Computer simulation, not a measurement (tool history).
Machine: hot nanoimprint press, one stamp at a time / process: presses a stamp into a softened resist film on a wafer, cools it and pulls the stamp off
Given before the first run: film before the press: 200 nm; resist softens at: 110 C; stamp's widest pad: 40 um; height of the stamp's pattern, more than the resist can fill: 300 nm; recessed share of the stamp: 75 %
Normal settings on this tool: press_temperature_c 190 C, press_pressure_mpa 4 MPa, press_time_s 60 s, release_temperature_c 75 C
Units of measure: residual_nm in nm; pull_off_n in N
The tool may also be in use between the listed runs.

Run 1, hour 0: usual settings. Result: residual_nm 106.1 nm, pull_off_n 241 N.
Run 2, hour 10.8: usual settings. Result: residual_nm 105.3 nm, pull_off_n 240 N.
Run 3, hour 19.3: usual settings. Result: residual_nm 105.5 nm, pull_off_n 238 N.
Run 4, hour 28.2: usual settings. Result: residual_nm 106.6 nm, pull_off_n 238 N.
Run 5, hour 34.5: usual settings but press_time_s 63 s. Result: residual_nm 104.6 nm, pull_off_n 240 N.
Run 6, hour 43.4: usual settings but press_time_s 63 s. Result: residual_nm 104.3 nm, pull_off_n 242 N.
Run 7, hour 50.6: usual settings but press_time_s 63 s. Result: residual_nm 104.7 nm, pull_off_n 234 N.
Run 8, hour 55.8: usual settings. Result: residual_nm 106.2 nm, pull_off_n 238 N.
Run 9, hour 66.1: usual settings. Result: residual_nm 106.4 nm, pull_off_n 246 N.
Run 10, hour 72.4: usual settings. Result: residual_nm 106.6 nm, pull_off_n 249 N.
Run 11, hour 86.7: usual settings but release_temperature_c 80 C. Result: residual_nm 106.3 nm, pull_off_n 183 N.
Run 12, hour 95.1: usual settings. Result: residual_nm 107.3 nm, pull_off_n 204 N.
Run 13, hour 101.2: usual settings. Result: residual_nm 106.3 nm, pull_off_n 207 N.
Run 14, hour 111.8: usual settings. Result: residual_nm 107.2 nm, pull_off_n 205 N.
Run 15, hour 121.8: usual settings. Result: residual_nm 106.7 nm, pull_off_n 209 N.
Run 16, hour 130.4: usual settings but press_temperature_c 202 C, release_temperature_c 79 C. Result: residual_nm 69.6 nm, pull_off_n 195 N.
Run 17, hour 136.2: usual settings but press_temperature_c 202 C, release_temperature_c 79 C. Result: residual_nm 69 nm, pull_off_n 198 N.
Run 18, hour 142.7: usual settings but press_pressure_mpa 3.05 MPa, press_time_s 33 s. Result: residual_nm 142.6 nm, pull_off_n 209 N.
Run 19, hour 153.1: usual settings but press_temperature_c 197 C, press_pressure_mpa 3.05 MPa, press_time_s 70 s. Result: residual_nm 92.6 nm, pull_off_n 219 N.
Run 20, hour 162.5: usual settings but press_temperature_c 197 C, press_pressure_mpa 2.65 MPa, press_time_s 70 s. Result: residual_nm 99.7 nm, pull_off_n 212 N.
Run 21, hour 172.2: usual settings but press_temperature_c 197 C, press_pressure_mpa 2.65 MPa, press_time_s 35 s, release_temperature_c 82 C. Result: residual_nm 122.3 nm, pull_off_n 189 N.
Run 22, hour 181: usual settings but press_pressure_mpa 4.92 MPa, press_time_s 36 s, release_temperature_c 67 C. Result: residual_nm 111.9 nm, pull_off_n 241 N.
Run 23, hour 189.2: usual settings but press_pressure_mpa 2.94 MPa, press_time_s 62 s. Result: residual_nm 124.1 nm, pull_off_n 215 N.
Run 24, hour 195.4: usual settings but press_pressure_mpa 2.94 MPa, press_time_s 62 s. Result: residual_nm 124.7 nm, pull_off_n 217 N.
Run 25, hour 200.4: usual settings but press_pressure_mpa 2.94 MPa, press_time_s 62 s. Result: residual_nm 124.7 nm, pull_off_n 211 N.
Run 26, hour 207.9: usual settings but press_temperature_c 184 C. Result: residual_nm 131.5 nm, pull_off_n 220 N.
Run 27, hour 216.6: usual settings but press_temperature_c 180 C, press_pressure_mpa 4.1 MPa. Result: residual_nm 147.6 nm, pull_off_n 215 N.
Run 28, hour 222.6: usual settings but press_temperature_c 181 C, press_pressure_mpa 2.62 MPa, press_time_s 93 s, release_temperature_c 76 C. Result: residual_nm 153.6 nm, pull_off_n 212 N.
Run 29, hour 232.3: usual settings but release_temperature_c 62 C. Result: residual_nm 108.5 nm, pull_off_n 262 N.
Run 30, hour 236.7: usual settings but press_temperature_c 198 C, release_temperature_c 65 C. Result: residual_nm 80.8 nm, pull_off_n 258 N.

Missing from the log above: 1 entry noted between runs. For each, name the pair of listed runs it sits between and say how the tool's hidden condition differs from the listed run just before to the listed run just after:
Between runs 10 and 11: stamp cleaned and given a new release coat (hour 84.6)
  true temperature over the reading, C: -0.52 -> -0.53; pressure that arrives at the usual setting, %: 98.76 -> 98.73; grip of the stamp's worn release coat, % over a new coat's: 20 -> 0.1
  what was measured, less what the result would be without the hidden state, residual_nm: +2.6 -> +2.7 nm; pull_off_n: +43 -> +2 N

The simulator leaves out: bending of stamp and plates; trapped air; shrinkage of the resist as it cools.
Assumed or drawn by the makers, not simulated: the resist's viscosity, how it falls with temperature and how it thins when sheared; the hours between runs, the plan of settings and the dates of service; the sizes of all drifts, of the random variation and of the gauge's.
